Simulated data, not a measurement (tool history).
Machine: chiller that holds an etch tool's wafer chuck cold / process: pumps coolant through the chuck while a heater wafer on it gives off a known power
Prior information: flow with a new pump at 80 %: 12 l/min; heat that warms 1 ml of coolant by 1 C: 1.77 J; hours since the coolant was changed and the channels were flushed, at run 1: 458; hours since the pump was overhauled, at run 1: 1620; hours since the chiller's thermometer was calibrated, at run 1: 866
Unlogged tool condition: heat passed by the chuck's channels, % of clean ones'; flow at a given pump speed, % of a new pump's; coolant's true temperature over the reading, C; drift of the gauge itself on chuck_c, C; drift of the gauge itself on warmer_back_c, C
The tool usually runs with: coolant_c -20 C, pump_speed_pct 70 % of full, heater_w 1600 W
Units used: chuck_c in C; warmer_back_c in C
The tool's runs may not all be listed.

| run | hour | coolant_c | pump_speed_pct | heater_w | hours since the coolant was changed and the channels were flushed | hours since the pump was overhauled | hours since the chiller's thermometer was calibrated | chuck_c | warmer_back_c |
|---|---|---|---|---|---|---|---|---|---|
| 1 | 0 | -20 | 70 | 1600 | 458 | 1620 | 866 | -4.5 | 5.41 |
| 2 | 204.4 | -26 | 70 | 1600 | 662 | 1824 | 1070 | -10.4 | 5.39 |
| 3 | 413.2 | -26 | 70 | 1600 | 871 | 2033 | 1279 | -10.5 | 5.44 |
| 4 | 553.9 | -28 | 70 | 1600 | 1012 | 2173 | 1420 | -12.2 | 5.46 |
| 5 | 753 | -28 | 70 | 1600 | 1211 | 2373 | 1619 | -11.9 | 5.46 |
| 6 | 897.9 | -28 | 70 | 1600 | 1356 | 2518 | 1764 | -12.1 | 5.54 |
| 7 | 1029.3 | -28 | 70 | 1600 | 1487 | 2649 | 1895 | -11.9 | 5.54 |
| 8 | 1135.8 | -20 | 70 | 1839 | 1593 | 2755 | 2002 | -1.3 | 6.38 |
| 9 | 1297.7 | -20 | 71 | 1839 | 1755 | 2917 | 2163 | -1.5 | 6.28 |
|  | 1510.2 | chiller's thermometer calibrated |
| 10 | 1518.3 | -20 | 71 | 1839 | 1975 | 3137 | 8 | -1.1 | 6.25 |
| 11 | 1726 | -20 | 71 | 1839 | 2183 | 3345 | 216 | -0.9 | 6.27 |
| 12 | 1840.3 | -20 | 70 | 1600 | 2297 | 3459 | 330 | -3.1 | 5.66 |
| 13 | 2027.9 | -14 | 70 | 1600 | 2485 | 3647 | 518 | 3.1 | 5.67 |
| 14 | 2186.4 | -20 | 87 | 1600 | 2643 | 3805 | 676 | -5.9 | 4.44 |
| 15 | 2292.9 | -20 | 70 | 1600 | 2750 | 3912 | 783 | -2.8 | 5.71 |
| 16 | 2447.7 | -20 | 70 | 1600 | 2904 | 4066 | 937 | -2.6 | 5.69 |
| 17 | 2623.9 | -15 | 89 | 1955 | 3081 | 4242 | 1114 | 2.3 | 5.42 |
| 18 | 2801.8 | -22 | 65 | 1955 | 3259 | 4420 | 1292 | 1 | 7.62 |
| 19 | 2946 | -22 | 60 | 1808 | 3403 | 4565 | 1436 | 1.1 | 7.83 |
| 20 | 3080.5 | -22 | 60 | 1808 | 3537 | 4699 | 1570 | 1.3 | 7.79 |
| 21 | 3175.3 | -25 | 79 | 1600 | 3632 | 4794 | 1665 | -9 | 5.05 |
| 22 | 3341.5 | -13 | 75 | 1651 | 3798 | 4960 | 1831 | 4.4 | 5.6 |
| 23 | 3483.1 | -28 | 96 | 1600 | 3940 | 5102 | 1973 | -14.4 | 4.13 |
| 24 | 3659.7 | -20 | 92 | 1600 | 4116 | 5278 | 2149 | -5.7 | 4.39 |
| 25 | 3754.2 | -22 | 92 | 1930 | 4211 | 5373 | 2244 | -4.8 | 5.24 |
|  | 3894.4 | chiller's thermometer calibrated |
| 26 | 3980.1 | -23 | 70 | 1489 | 4436 | 5598 | 86 | -5.5 | 5.44 |
| 27 | 4192.2 | -27 | 74 | 1778 | 4648 | 5810 | 298 | -7.1 | 6.21 |
| 28 | 4402 | -25 | 92 | 1600 | 4858 | 6020 | 508 | -10.3 | 4.47 |
|  | 4455.1 | coolant changed, channels flushed |
| 29 | 4595.8 | -13 | 67 | 1600 | 141 | 6207 | 695 | 4.5 | 6.24 |
| 30 | 4733.7 | -20 | 72 | 999 | 279 | 6345 | 833 | -9.9 | 3.64 |
| 31 | 4921.6 | -20 | 71 | 1218 | 466 | 6533 | 1021 | -7.3 | 4.53 |

Below are 5 alternative next runs, each starting from the tool's condition after run 31. Predict each:
| A | 5119.4 | -20 | 70 | 831 | 664 | 6731 | 1219 | ? | ? |
| B | 5119.4 | -11 | 70 | 1600 | 664 | 6731 | 1219 | ? | ? |
| C | 5119.4 | -13 | 84 | 2220 | 664 | 6731 | 1219 | ? | ? |
| D | 5119.4 | -18 | 71 | 2183 | 664 | 6731 | 1219 | ? | ? |
| E | 5119.4 | -12 | 80 | 1866 | 664 | 6731 | 1219 | ? | ? |

| run | chuck_c | warmer_back_c |
|---|---|---|
| A | -11.2 | 3.18 |
| B | 6 | 6.04 |
| C | 7.2 | 6.85 |
| D | 5.2 | 8.17 |
| E | 5.7 | 6.13 |
The same runs, with their run-to-run variation unchanged, on a tool lacking any hidden condition would have given:
| run | chuck_c | warmer_back_c |
|---|---|---|
| A | -12.2 | 2.73 |
| B | 3.8 | 5.18 |
| C | 4.6 | 5.87 |
| D | 2.2 | 7.01 |
| E | 3.4 | 5.26 |
